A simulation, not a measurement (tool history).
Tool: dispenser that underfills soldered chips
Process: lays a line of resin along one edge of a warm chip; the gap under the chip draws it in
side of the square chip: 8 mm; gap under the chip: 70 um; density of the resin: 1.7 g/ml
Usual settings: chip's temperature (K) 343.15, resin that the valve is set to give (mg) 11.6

run,hour,chip's temperature (K),resin that the valve is set to give (mg),time until the resin shows at the far edge (s),resin that the valve gave (mg)
1,0.0,343.15,11.6,18.8,11.51
2,6.9,343.15,14.1,23.3,13.97
# hour 11.2: new syringe of resin
3,11.2,343.15,14.1,15.5,13.94
4,17.6,337.15,11.6,25.5,11.45
5,25.8,343.15,11.6,25.4,11.45
# hour 28.9: new syringe of resin
6,32.8,343.15,11.6,17.5,11.40
7,39.4,352.15,11.6,14.4,11.40
8,44.7,347.15,11.6,21.8,11.33
# hour 46.1: new syringe of resin
9,51.1,347.15,11.6,15.8,11.38
10,55.0,347.15,11.6,17.9,11.34
11,58.5,343.15,10.3,24.2,10.05
# hour 63.5: new syringe of resin
12,65.5,343.15,10.3,16.6,10.04
13,70.9,343.15,10.3,20.8,10.03
14,76.3,352.15,11.6,16.2,11.27
# hour 80.7: new syringe of resin
15,84.2,343.15,11.6,17.4,11.27
16,89.8,343.15,11.6,20.9,11.25
17,93.9,343.15,11.6,24.6,11.23
# hour 97.5: dispensing valve cleaned and set on the balance
# hour 99.3: new syringe of resin
18,103.4,343.15,11.6,17.7,11.57
19,107.6,343.15,11.6,20.1,11.60
20,115.9,343.15,11.6,26.8,11.57
# hour 116.8: new syringe of resin
21,123.4,350.15,10.0,13.9,9.95
22,129.2,343.15,14.3,22.5,14.21
# hour 134.0: new syringe of resin
23,135.6,336.15,12.4,22.1,12.32
24,140.2,342.15,11.4,19.1,11.31
25,144.9,340.15,14.8,24.1,14.65
# hour 151.8: new syringe of resin
26,153.1,343.15,11.4,16.0,11.28
27,159.7,343.15,11.4,19.2,11.23
28,163.6,343.15,11.4,22.8,11.19
# hour 169.1: new syringe of resin
29,172.0,331.15,10.5,29.9,10.31
30,179.4,331.15,10.5,38.2,10.28
# hour 186.9: new syringe of resin
31,187.7,343.15,14.6,14.9,14.24
32,195.0,344.15,10.7,19.3,10.45
33,200.3,331.15,12.1,41.3,11.81
# hour 204.6: new syringe of resin
34,205.7,347.15,11.0,13.0,10.72
35,209.5,347.15,11.0,14.8,10.70

Forecast each of these 3 alternatives for the next run:
A,213.1,343.15,10.4,?,?
B,213.1,343.15,12.1,?,?
C,213.1,331.15,15.0,?,?

run,time until the resin shows at the far edge (s),resin that the valve gave (mg)
A,20.7,10.09
B,19.5,11.76
C,34.6,14.56
Without the tool's hidden state the same runs would have given:
run,time until the resin shows at the far edge (s),resin that the valve gave (mg)
A,15.9,10.40
B,15.0,12.12
C,26.9,15.00

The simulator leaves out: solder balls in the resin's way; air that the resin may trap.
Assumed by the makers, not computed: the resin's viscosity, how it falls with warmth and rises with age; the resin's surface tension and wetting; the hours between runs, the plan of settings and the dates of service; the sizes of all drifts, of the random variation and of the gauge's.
